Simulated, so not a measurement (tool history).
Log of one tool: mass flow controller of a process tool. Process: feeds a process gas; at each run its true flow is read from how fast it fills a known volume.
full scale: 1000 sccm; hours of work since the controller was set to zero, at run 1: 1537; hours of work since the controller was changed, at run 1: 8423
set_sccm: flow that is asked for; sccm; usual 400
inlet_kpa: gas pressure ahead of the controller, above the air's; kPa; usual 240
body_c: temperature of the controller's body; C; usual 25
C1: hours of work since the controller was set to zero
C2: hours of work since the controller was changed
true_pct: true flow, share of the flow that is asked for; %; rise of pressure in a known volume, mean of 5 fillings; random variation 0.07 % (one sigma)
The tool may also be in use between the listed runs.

{"run": 1, "hour": 0.0, "set_sccm": 400, "inlet_kpa": 240, "body_c": 25, "C1": 1537, "C2": 8423, "true_pct": 102.43}
{"run": 2, "hour": 419.0, "set_sccm": 400, "inlet_kpa": 240, "body_c": 25, "C1": 1840, "C2": 8726, "true_pct": 102.68}
{"run": 3, "hour": 902.3, "set_sccm": 400, "inlet_kpa": 240, "body_c": 36, "C1": 2189, "C2": 9076, "true_pct": 104.15}
{"run": 4, "hour": 1314.3, "set_sccm": 400, "inlet_kpa": 147, "body_c": 25, "C1": 2487, "C2": 9373, "true_pct": 103.09}
{"run": 5, "hour": 1667.7, "set_sccm": 696, "inlet_kpa": 240, "body_c": 25, "C1": 2743, "C2": 9629, "true_pct": 103.8}
{"run": 6, "hour": 2083.5, "set_sccm": 812, "inlet_kpa": 240, "body_c": 25, "C1": 3043, "C2": 9929, "true_pct": 104.17}
{"run": 7, "hour": 2545.3, "set_sccm": 400, "inlet_kpa": 240, "body_c": 25, "C1": 3377, "C2": 10263, "true_pct": 103.95}
{"hour": 2577.3, "done": "controller's zero set anew"}
{"run": 8, "hour": 2773.8, "set_sccm": 887, "inlet_kpa": 240, "body_c": 27, "C1": 142, "C2": 10428, "true_pct": 104.99}
{"run": 9, "hour": 3241.5, "set_sccm": 761, "inlet_kpa": 240, "body_c": 25, "C1": 480, "C2": 10766, "true_pct": 104.76}
{"run": 10, "hour": 3753.0, "set_sccm": 761, "inlet_kpa": 240, "body_c": 25, "C1": 850, "C2": 11136, "true_pct": 104.9}
{"run": 11, "hour": 4107.5, "set_sccm": 938, "inlet_kpa": 256, "body_c": 39, "C1": 1106, "C2": 11392, "true_pct": 106.97}
{"hour": 4230.9, "done": "controller exchanged for a calibrated one"}
{"run": 12, "hour": 4578.5, "set_sccm": 400, "inlet_kpa": 147, "body_c": 25, "C1": 251, "C2": 251, "true_pct": 98.46}
{"hour": 4943.4, "done": "controller's zero set anew, once more"}
{"run": 13, "hour": 4951.5, "set_sccm": 125, "inlet_kpa": 240, "body_c": 34, "C1": 6, "C2": 521, "true_pct": 99.05}

5 ways to go on from here, each from the tool as it stands after run 13. What would each give?
{"run": "A", "hour": 5296.0, "set_sccm": 369, "inlet_kpa": 240, "body_c": 22, "C1": 255, "C2": 770, "true_pct": "?"}
{"run": "B", "hour": 5296.0, "set_sccm": 125, "inlet_kpa": 171, "body_c": 29, "C1": 255, "C2": 770, "true_pct": "?"}
{"run": "C", "hour": 5296.0, "set_sccm": 400, "inlet_kpa": 157, "body_c": 33, "C1": 255, "C2": 770, "true_pct": "?"}
{"run": "D", "hour": 5296.0, "set_sccm": 125, "inlet_kpa": 235, "body_c": 25, "C1": 255, "C2": 770, "true_pct": "?"}
{"run": "E", "hour": 5296.0, "set_sccm": 400, "inlet_kpa": 215, "body_c": 25, "C1": 255, "C2": 770, "true_pct": "?"}

run=A true_pct=98.33
run=B true_pct=98.82
run=C true_pct=99.56
run=D true_pct=98.38
run=E true_pct=98.82
Without the tool's hidden state the same runs would have given:
run=A true_pct=98.02
run=B true_pct=98.13
run=C true_pct=99.26
run=D true_pct=97.69
run=E true_pct=98.52
